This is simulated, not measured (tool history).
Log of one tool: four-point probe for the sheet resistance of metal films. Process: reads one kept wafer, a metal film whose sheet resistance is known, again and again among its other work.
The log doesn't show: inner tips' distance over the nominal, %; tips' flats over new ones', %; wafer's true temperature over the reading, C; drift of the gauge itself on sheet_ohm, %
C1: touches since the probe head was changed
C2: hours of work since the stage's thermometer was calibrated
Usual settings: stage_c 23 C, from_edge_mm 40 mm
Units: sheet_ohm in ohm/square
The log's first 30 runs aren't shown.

{"run": 31, "day": 91.092, "stage_c": 19, "from_edge_mm": 8, "C1": 42798, "C2": 2869, "sheet_ohm": 0.358787}
{"day": 93.679, "done": "stage's thermometer calibrated"}
{"run": 32, "day": 94.379, "stage_c": 23, "from_edge_mm": 7, "C1": 44116, "C2": 9, "sheet_ohm": 0.356533}
{"run": 33, "day": 96.971, "stage_c": 23, "from_edge_mm": 7, "C1": 45161, "C2": 41, "sheet_ohm": 0.356583}
{"run": 34, "day": 100.596, "stage_c": 27, "from_edge_mm": 12, "C1": 46622, "C2": 86, "sheet_ohm": 0.354134}
{"run": 35, "day": 104.621, "stage_c": 26, "from_edge_mm": 72, "C1": 48245, "C2": 136, "sheet_ohm": 0.354161}
{"run": 36, "day": 107.283, "stage_c": 33, "from_edge_mm": 12, "C1": 49318, "C2": 169, "sheet_ohm": 0.351284}
{"run": 37, "day": 109.192, "stage_c": 22, "from_edge_mm": 31, "C1": 50087, "C2": 193, "sheet_ohm": 0.356116}
{"run": 38, "day": 112.888, "stage_c": 22, "from_edge_mm": 31, "C1": 51578, "C2": 239, "sheet_ohm": 0.35613}
{"run": 39, "day": 116.1, "stage_c": 21, "from_edge_mm": 30, "C1": 52873, "C2": 279, "sheet_ohm": 0.356592}
{"run": 40, "day": 119.638, "stage_c": 19, "from_edge_mm": 60, "C1": 54299, "C2": 323, "sheet_ohm": 0.357554}
{"run": 41, "day": 121.996, "stage_c": 19, "from_edge_mm": 60, "C1": 55250, "C2": 353, "sheet_ohm": 0.357399}
{"run": 42, "day": 123.725, "stage_c": 21, "from_edge_mm": 6, "C1": 55947, "C2": 374, "sheet_ohm": 0.357882}
{"run": 43, "day": 125.567, "stage_c": 21, "from_edge_mm": 6, "C1": 56689, "C2": 397, "sheet_ohm": 0.357848}
{"run": 44, "day": 129.604, "stage_c": 21, "from_edge_mm": 6, "C1": 58318, "C2": 447, "sheet_ohm": 0.357886}

Forecast each of these 3 alternatives for the next run:
{"run": "A", "day": 132.942, "stage_c": 22, "from_edge_mm": 64, "C1": 59663, "C2": 489, "sheet_ohm": "?"}
{"run": "B", "day": 132.942, "stage_c": 23, "from_edge_mm": 44, "C1": 59663, "C2": 489, "sheet_ohm": "?"}
{"run": "C", "day": 132.942, "stage_c": 23, "from_edge_mm": 31, "C1": 59663, "C2": 489, "sheet_ohm": "?"}

run=A sheet_ohm=0.356021
run=B sheet_ohm=0.355527
run=C sheet_ohm=0.355638
Without the tool's hidden state the same runs would have given:
run=A sheet_ohm=0.358109
run=B sheet_ohm=0.357612
run=C sheet_ohm=0.357724

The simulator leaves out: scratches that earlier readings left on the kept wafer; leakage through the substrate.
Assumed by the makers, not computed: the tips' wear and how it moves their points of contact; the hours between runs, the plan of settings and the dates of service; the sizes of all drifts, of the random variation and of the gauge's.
